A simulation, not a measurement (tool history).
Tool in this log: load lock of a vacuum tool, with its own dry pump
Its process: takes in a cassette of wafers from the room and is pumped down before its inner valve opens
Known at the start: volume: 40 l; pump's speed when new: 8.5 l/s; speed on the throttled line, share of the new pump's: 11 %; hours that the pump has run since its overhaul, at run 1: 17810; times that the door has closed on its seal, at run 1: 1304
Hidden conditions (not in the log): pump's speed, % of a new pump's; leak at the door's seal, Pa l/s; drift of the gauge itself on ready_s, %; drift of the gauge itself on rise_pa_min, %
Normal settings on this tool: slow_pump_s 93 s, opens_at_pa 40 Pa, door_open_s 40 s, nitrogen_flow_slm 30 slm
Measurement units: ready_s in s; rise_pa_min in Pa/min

run,hour,slow_pump_s,opens_at_pa,door_open_s,nitrogen_flow_slm,hours that the pump has run since its overhaul,times that the door has closed on its seal,"incoming humidity of the room's air, %",ready_s,rise_pa_min
1,0.0,93,40,40,30,17810,1304,47.3,126.7,0.024
2,441.3,93,40,40,30,18251,2799,45.0,126.3,0.033
3,872.8,93,40,40,30,18683,4261,45.3,128.0,0.036
4,1220.7,93,40,40,30,19030,5440,48.1,126.7,0.048
5,1593.0,97,40,40,30,19403,6701,45.0,131.3,0.051
# hour 1832.8: dry pump taken out, an overhauled one fitted
6,1832.8,93,40,40,30,0,7493,45.7,119.8,0.060
7,2335.2,93,40,182,30,502,9195,42.0,120.6,0.099
8,2599.9,93,40,40,30,767,10092,44.5,120.4,0.077
9,2907.2,93,40,40,30,1074,11133,47.0,119.4,0.095
10,3224.2,93,37,40,30,1391,12207,45.7,121.8,0.101
11,3442.6,93,40,40,30,1610,12947,44.1,119.5,0.102
12,3792.8,93,40,40,30,1960,14133,45.2,121.6,0.112
13,4215.6,93,40,40,44,2383,15566,45.8,120.3,0.127
14,4591.2,93,40,40,44,2758,16838,44.5,120.1,0.148
15,5107.6,93,40,40,44,3275,18587,42.7,121.1,0.166
16,5411.3,93,47,40,44,3578,19616,41.9,120.5,0.177
17,5867.5,152,28,55,44,4035,21162,45.3,175.7,0.204
18,6215.9,78,57,116,11,4383,22342,45.4,106.1,0.254
19,6456.2,78,57,116,6,4623,23156,45.3,106.2,0.267
20,6865.7,78,57,116,6,5033,24543,45.3,107.2,0.285
21,7107.6,78,57,116,6,5275,25363,46.6,107.5,0.293
22,7329.0,78,57,116,6,5496,26113,40.9,106.6,0.302
23,7640.3,93,40,177,12,5808,27168,48.2,120.2,0.330
24,8051.1,93,40,177,12,6218,28559,47.8,121.7,0.355
25,8482.4,89,33,177,12,6650,30021,49.6,119.0,0.380
26,8789.7,93,67,40,30,6957,31061,46.6,120.3,0.365
27,9004.3,141,40,43,30,7172,31789,43.3,163.1,0.375
28,9423.1,54,40,156,8,7590,33207,45.1,87.2,0.447
29,9922.5,54,40,156,8,8090,34899,45.3,88.7,0.473
30,10166.3,59,40,223,30,8334,35725,47.0,92.7,0.472
31,10385.3,59,40,223,30,8553,36467,44.5,93.0,0.491
32,10626.0,59,40,223,30,8793,37283,45.1,93.0,0.505

Here are 3 independent what-if runs from the current tool condition. What would each one return?
A,10877.4,59,65,77,18,9045,38134,46.7,?,?
B,10877.4,142,71,223,44,9045,38134,46.3,?,?
C,10877.4,59,32,223,41,9045,38134,44.0,?,?

run,ready_s,rise_pa_min
A,91.2,0.516
B,161.6,0.512
C,95.3,0.515
Stripped of hidden state, with their random variation kept, the same runs would have yielded:
run,ready_s,rise_pa_min
A,87.6,0.038
B,159.1,0.038
C,91.1,0.039
